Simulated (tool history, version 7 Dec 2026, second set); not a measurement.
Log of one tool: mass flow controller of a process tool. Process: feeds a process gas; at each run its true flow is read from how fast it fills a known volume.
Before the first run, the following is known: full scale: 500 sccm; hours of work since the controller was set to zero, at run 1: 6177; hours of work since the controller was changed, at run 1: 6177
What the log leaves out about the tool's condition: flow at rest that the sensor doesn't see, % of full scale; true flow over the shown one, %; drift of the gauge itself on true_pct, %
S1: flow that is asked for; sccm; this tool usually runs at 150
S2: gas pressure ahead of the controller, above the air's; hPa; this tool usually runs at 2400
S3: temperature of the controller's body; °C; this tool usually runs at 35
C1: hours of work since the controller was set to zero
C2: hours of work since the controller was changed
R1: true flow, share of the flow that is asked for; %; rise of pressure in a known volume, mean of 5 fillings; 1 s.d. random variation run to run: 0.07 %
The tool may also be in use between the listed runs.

Run 1, hour 0: usual settings; C1 6177; C2 6177. Result: R1 103.04 %.
Run 2, hour 153: usual settings; C1 6275; C2 6275. Result: R1 103.01 %.
Run 3, hour 237.2: usual settings but S3 33 °C; C1 6329; C2 6329. Result: R1 102.85 %.
Run 4, hour 375.9: usual settings but S3 33 °C; C1 6418; C2 6418. Result: R1 103.08 %.
Run 5, hour 485.5: usual settings; C1 6488; C2 6488. Result: R1 103.16 %.
Run 6, hour 596.8: usual settings; C1 6560; C2 6560. Result: R1 103.25 %.
Run 7, hour 697.5: usual settings but S2 1770 hPa; C1 6624; C2 6624. Result: R1 103.42 %.
Run 8, hour 869.1: usual settings but S2 1770 hPa; C1 6735; C2 6735. Result: R1 103.56 %.
Run 9, hour 994.9: usual settings but S2 1770 hPa; C1 6815; C2 6815. Result: R1 103.64 %.
Run 10, hour 1097.2: usual settings but S1 141 sccm, S2 1800 hPa, S3 31 °C; C1 6881; C2 6881. Result: R1 103.57 %.
Run 11, hour 1253.3: usual settings but S1 141 sccm, S2 1800 hPa, S3 31 °C; C1 6981; C2 6981. Result: R1 103.61 %.
Run 12, hour 1418: usual settings but S1 141 sccm, S2 1800 hPa; C1 7087; C2 7087. Result: R1 104.05 %.
Run 13, hour 1512.5: usual settings but S1 141 sccm, S2 1800 hPa; C1 7148; C2 7148. Result: R1 103.92 %.
Run 14, hour 1645.9: usual settings but S1 264 sccm, S3 32 °C; C1 7233; C2 7233. Result: R1 102.56 %.
At hour 1707.8: controller exchanged for a calibrated one.
Run 15, hour 1788.6: usual settings but S1 121 sccm, S2 2060 hPa, S3 24 °C; C1 52; C2 52. Result: R1 97.91 %.

Take each entry between the runs: how does the hidden state at the last listed run before it differ from the hidden state at the first listed run after it?
Between runs 14 and 15: controller exchanged for a calibrated one (hour 1707.8)
  flow at rest that the sensor doesn't see, % of full scale: 1.091 -> 0.008; true flow over the shown one, %: 1.5 -> -0.09
  measured less the result without the state, R1: +3.56 -> -0.06 %
